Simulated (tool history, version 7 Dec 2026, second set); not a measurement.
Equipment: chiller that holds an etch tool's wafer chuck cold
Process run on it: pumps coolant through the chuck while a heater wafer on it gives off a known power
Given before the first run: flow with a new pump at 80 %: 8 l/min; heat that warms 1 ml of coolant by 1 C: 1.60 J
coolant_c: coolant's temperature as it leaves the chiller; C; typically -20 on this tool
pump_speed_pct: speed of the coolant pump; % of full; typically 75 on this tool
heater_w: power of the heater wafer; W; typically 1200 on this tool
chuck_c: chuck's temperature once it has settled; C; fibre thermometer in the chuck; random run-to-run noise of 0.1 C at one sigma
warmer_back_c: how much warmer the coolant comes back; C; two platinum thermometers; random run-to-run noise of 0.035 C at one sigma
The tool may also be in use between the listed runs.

run    hour  coolant_c  pump_speed_pct  heater_w  chuck_c  warmer_back_c
  1     0.0        -20              75      1200     -8.7           5.97
       19.1  -- chiller's thermometer calibrated
  2   132.8        -20              75       729    -13.0           3.64
      153.9  -- coolant changed, channels flushed
  3   271.4        -20              75      1200     -8.5           5.96
  4   480.5        -20              75      1200     -8.6           6.04
  5   610.7        -20              75      1200     -8.7           6.02
  6   818.0        -20              75      1200     -8.7           6.05
  7   921.0        -20              75      1205     -8.7           6.11
  8  1095.6        -20              75      1205     -8.6           6.10
  9  1221.7        -20              75      1205     -8.6           6.05
 10  1314.9        -20              75      1205     -8.6           6.09
 11  1525.3        -20              75      1205     -8.7           6.09
 12  1657.8        -20              75      1205     -8.7           6.08
 13  1840.5        -20              75      1205     -8.7           6.14
 14  2042.8        -20              75      1200     -8.7           6.09
 15  2220.8        -20              75      1200     -8.9           6.14

Predict the results of run 16:
 16  2435.7        -20              75      1200        ?              ?

{"run 16": {"chuck_c": -8.7, "warmer_back_c": 6.21}}
On a tool with no hidden condition, and with the same random variation, this run would have come out at chuck_c -8.7 C, warmer_back_c 6.04 C.
